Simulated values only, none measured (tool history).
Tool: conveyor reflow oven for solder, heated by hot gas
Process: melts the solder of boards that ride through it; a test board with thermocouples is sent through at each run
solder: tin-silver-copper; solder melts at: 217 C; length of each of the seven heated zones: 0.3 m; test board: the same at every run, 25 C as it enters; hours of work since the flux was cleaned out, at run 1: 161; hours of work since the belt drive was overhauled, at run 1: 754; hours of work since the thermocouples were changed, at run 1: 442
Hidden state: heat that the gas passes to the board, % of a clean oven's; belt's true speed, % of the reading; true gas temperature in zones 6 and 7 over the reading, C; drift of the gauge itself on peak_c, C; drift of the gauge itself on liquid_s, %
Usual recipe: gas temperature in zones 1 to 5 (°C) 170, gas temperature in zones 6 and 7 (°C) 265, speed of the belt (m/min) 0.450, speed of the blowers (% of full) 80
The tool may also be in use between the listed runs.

| run | hour | gas temperature in zones 1 to 5 (°C) | gas temperature in zones 6 and 7 (°C) | speed of the belt (m/min) | speed of the blowers (% of full) | hours of work since the flux was cleaned out | hours of work since the belt drive was overhauled | hours of work since the thermocouples were changed | highest temperature of the board (°C) | time above the solder's melting point (s) |
|---|---|---|---|---|---|---|---|---|---|---|
| 1 | 0.0 | 170 | 265 | 0.450 | 80 | 161 | 754 | 442 | 251.5 | 60.1 |
| 2 | 17.2 | 170 | 265 | 0.450 | 80 | 173 | 767 | 454 | 252.1 | 59.8 |
| 3 | 43.1 | 170 | 265 | 0.450 | 80 | 192 | 786 | 473 | 251.3 | 59.9 |
|  | 58.8 | belt drive overhauled, speed set with a stopwatch |
| 4 | 74.6 | 170 | 265 | 0.450 | 80 | 212 | 11 | 493 | 251.0 | 58.7 |
| 5 | 91.8 | 170 | 265 | 0.450 | 80 | 224 | 24 | 505 | 251.0 | 58.4 |
| 6 | 121.5 | 170 | 265 | 0.450 | 80 | 246 | 45 | 527 | 250.4 | 58.6 |
| 7 | 135.0 | 170 | 265 | 0.450 | 80 | 255 | 55 | 536 | 250.9 | 58.1 |
|  | 148.6 | thermocouples of zones 6 and 7 changed |
| 8 | 165.8 | 170 | 265 | 0.450 | 80 | 276 | 76 | 12 | 252.0 | 59.0 |
| 9 | 192.0 | 170 | 265 | 0.450 | 80 | 295 | 95 | 31 | 251.6 | 59.4 |
| 10 | 222.3 | 170 | 265 | 0.450 | 80 | 317 | 117 | 53 | 251.4 | 58.4 |
| 11 | 236.0 | 170 | 265 | 0.450 | 80 | 327 | 127 | 63 | 251.3 | 58.5 |
| 12 | 260.1 | 170 | 265 | 0.450 | 80 | 344 | 144 | 80 | 251.7 | 58.5 |
| 13 | 291.7 | 180 | 265 | 0.429 | 80 | 367 | 167 | 103 | 253.8 | 68.7 |
| 14 | 311.1 | 170 | 265 | 0.392 | 80 | 381 | 181 | 117 | 254.3 | 71.5 |
| 15 | 335.5 | 170 | 265 | 0.392 | 80 | 399 | 198 | 135 | 255.7 | 71.0 |
| 16 | 351.4 | 173 | 265 | 0.450 | 59 | 410 | 210 | 146 | 248.6 | 56.3 |
| 17 | 373.6 | 183 | 265 | 0.537 | 80 | 426 | 226 | 163 | 248.3 | 49.4 |
| 18 | 406.0 | 183 | 265 | 0.537 | 80 | 450 | 249 | 186 | 248.0 | 49.3 |
|  | 416.4 | flux residue cleaned out of gas plates and filters |
| 19 | 440.0 | 183 | 265 | 0.537 | 80 | 17 | 270 | 207 | 250.6 | 52.3 |
| 20 | 469.3 | 163 | 263 | 0.537 | 80 | 38 | 291 | 228 | 245.2 | 41.6 |
| 21 | 490.8 | 169 | 256 | 0.528 | 57 | 54 | 307 | 244 | 236.8 | 35.6 |

For each run, the measured value with the value that run would have given without the tool's hidden condition subtracted. The run-to-run variation is shared by both, the gauge scatter possibly not:
| run | highest temperature of the board (°C) | time above the solder's melting point (s) |
|---|---|---|
| 1 | -1.7 | -0.7 |
| 2 | -1.8 | -0.7 |
| 3 | -1.9 | -0.9 |
| 4 | -2.4 | -2.2 |
| 5 | -2.6 | -2.3 |
| 6 | -2.7 | -2.4 |
| 7 | -2.8 | -2.5 |
| 8 | -1.4 | -1.5 |
| 9 | -1.6 | -1.7 |
| 10 | -1.7 | -1.8 |
| 11 | -1.8 | -1.8 |
| 12 | -1.9 | -2.0 |
| 13 | -1.7 | -1.6 |
| 14 | -1.8 | -1.9 |
| 15 | -1.9 | -1.9 |
| 16 | -2.2 | -2.4 |
| 17 | -2.8 | -2.6 |
| 18 | -3.0 | -2.7 |
| 19 | -0.1 | +0.2 |
| 20 | -0.2 | -0.1 |
| 21 | -0.2 | -0.3 |
